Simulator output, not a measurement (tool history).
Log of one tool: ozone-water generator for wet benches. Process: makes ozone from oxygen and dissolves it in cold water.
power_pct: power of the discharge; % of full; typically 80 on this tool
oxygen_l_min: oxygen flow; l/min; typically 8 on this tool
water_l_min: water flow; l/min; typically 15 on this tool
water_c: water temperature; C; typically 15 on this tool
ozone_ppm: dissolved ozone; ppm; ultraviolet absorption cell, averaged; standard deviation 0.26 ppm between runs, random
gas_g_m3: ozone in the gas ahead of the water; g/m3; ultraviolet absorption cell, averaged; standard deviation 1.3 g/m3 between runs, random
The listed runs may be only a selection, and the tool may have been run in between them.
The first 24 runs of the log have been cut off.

run 25 hour=4063.4 | power_pct=80 oxygen_l_min=8 water_l_min=13 water_c=8 | ozone_ppm=50 gas_g_m3=235.7
run 26 hour=4158.4 | power_pct=80 oxygen_l_min=8 water_l_min=15 water_c=11 | ozone_ppm=43.3 gas_g_m3=235.9
run 27 hour=4308.6 | power_pct=80 oxygen_l_min=8 water_l_min=15 water_c=11 | ozone_ppm=43.1 gas_g_m3=236.3
run 28 hour=4483.6 | power_pct=80 oxygen_l_min=8 water_l_min=13 water_c=12 | ozone_ppm=45.9 gas_g_m3=236.8
run 29 hour=4606.3 | power_pct=80 oxygen_l_min=8 water_l_min=13 water_c=12 | ozone_ppm=46.1 gas_g_m3=237.4
-- hour=4651.2 water thermometer calibrated
run 30 hour=4824 | power_pct=77 oxygen_l_min=12.75 water_l_min=11 water_c=15 | ozone_ppm=41.5 gas_g_m3=185.8
run 31 hour=5043.2 | power_pct=57 oxygen_l_min=7.38 water_l_min=20 water_c=8 | ozone_ppm=28.7 gas_g_m3=192.8
run 32 hour=5242 | power_pct=74 oxygen_l_min=4.06 water_l_min=16 water_c=15 | ozone_ppm=36 gas_g_m3=310

Branching from run 32: 5 alternative next runs. What would each branch give?
run A hour=5384.4 | power_pct=74 oxygen_l_min=4.06 water_l_min=16 water_c=9 | ozone_ppm=? gas_g_m3=?
run B hour=5384.4 | power_pct=78 oxygen_l_min=4.06 water_l_min=16 water_c=22 | ozone_ppm=? gas_g_m3=?
run C hour=5384.4 | power_pct=80 oxygen_l_min=8 water_l_min=10 water_c=15 | ozone_ppm=? gas_g_m3=?
run D hour=5384.4 | power_pct=89 oxygen_l_min=8 water_l_min=15 water_c=15 | ozone_ppm=? gas_g_m3=?
run E hour=5384.4 | power_pct=98 oxygen_l_min=9.56 water_l_min=13 water_c=15 | ozone_ppm=? gas_g_m3=?

run=A ozone_ppm=38.5 gas_g_m3=310.8
run=B ozone_ppm=33.1 gas_g_m3=321.6
run=C ozone_ppm=49.1 gas_g_m3=239.9
run=D ozone_ppm=43.2 gas_g_m3=257.8
run=E ozone_ppm=48.9 gas_g_m3=254.7
With no hidden state in the tool, these same runs would have given:
run=A ozone_ppm=38.6 gas_g_m3=302.7
run=B ozone_ppm=33.2 gas_g_m3=313.2
run=C ozone_ppm=49.2 gas_g_m3=233.6
run=D ozone_ppm=43.3 gas_g_m3=251.1
run=E ozone_ppm=49 gas_g_m3=248.1

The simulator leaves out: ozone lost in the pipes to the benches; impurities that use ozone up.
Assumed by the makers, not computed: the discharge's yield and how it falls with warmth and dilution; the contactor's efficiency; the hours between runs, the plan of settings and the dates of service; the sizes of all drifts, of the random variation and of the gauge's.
